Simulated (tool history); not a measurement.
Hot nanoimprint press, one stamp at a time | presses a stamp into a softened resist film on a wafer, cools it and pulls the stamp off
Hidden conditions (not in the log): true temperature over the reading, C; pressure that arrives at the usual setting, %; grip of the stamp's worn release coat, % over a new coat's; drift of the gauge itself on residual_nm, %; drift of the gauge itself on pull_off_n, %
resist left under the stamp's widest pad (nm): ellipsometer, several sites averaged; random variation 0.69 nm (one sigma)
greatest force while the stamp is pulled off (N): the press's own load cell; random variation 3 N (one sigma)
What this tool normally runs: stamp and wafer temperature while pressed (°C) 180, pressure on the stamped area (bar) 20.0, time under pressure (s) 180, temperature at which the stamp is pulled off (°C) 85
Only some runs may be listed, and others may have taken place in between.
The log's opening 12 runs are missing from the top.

run,hour,stamp and wafer temperature while pressed (°C),pressure on the stamped area (bar),time under pressure (s),temperature at which the stamp is pulled off (°C),hours of work since the thermocouple was calibrated,imprints on the stamp's release coat,hours of work since the press's seals were changed,resist left under the stamp's widest pad (nm),greatest force while the stamp is pulled off (N)
# hour 522.1: stamp cleaned and given a new release coat
13,534.0,180,20.0,340,85,36,58,268,66.1,135
14,559.5,180,20.0,340,85,55,183,287,67.6,144
15,599.5,180,20.0,340,85,86,378,318,67.3,154
16,648.1,180,20.0,340,85,122,616,354,67.4,159
17,691.9,180,16.3,118,85,155,830,387,111.9,164
18,741.1,180,16.3,118,85,193,1071,425,113.3,173
# hour 779.8: stamp cleaned and given a new release coat
19,788.4,180,16.3,118,85,224,43,456,113.6,142
20,821.3,175,27.7,100,87,249,204,481,123.5,146
21,865.9,182,20.0,180,74,283,421,515,83.1,171

The next listed run, before its measurement:
22,919.8,190,20.9,128,74,323,685,555,?,?

resist left under the stamp's widest pad (nm): 68.3
greatest force while the stamp is pulled off (N): 181
On a tool with no hidden condition, and with the same random variation, this run would have come out at resist left under the stamp's widest pad (nm) 64.3, greatest force while the stamp is pulled off (N) 154.
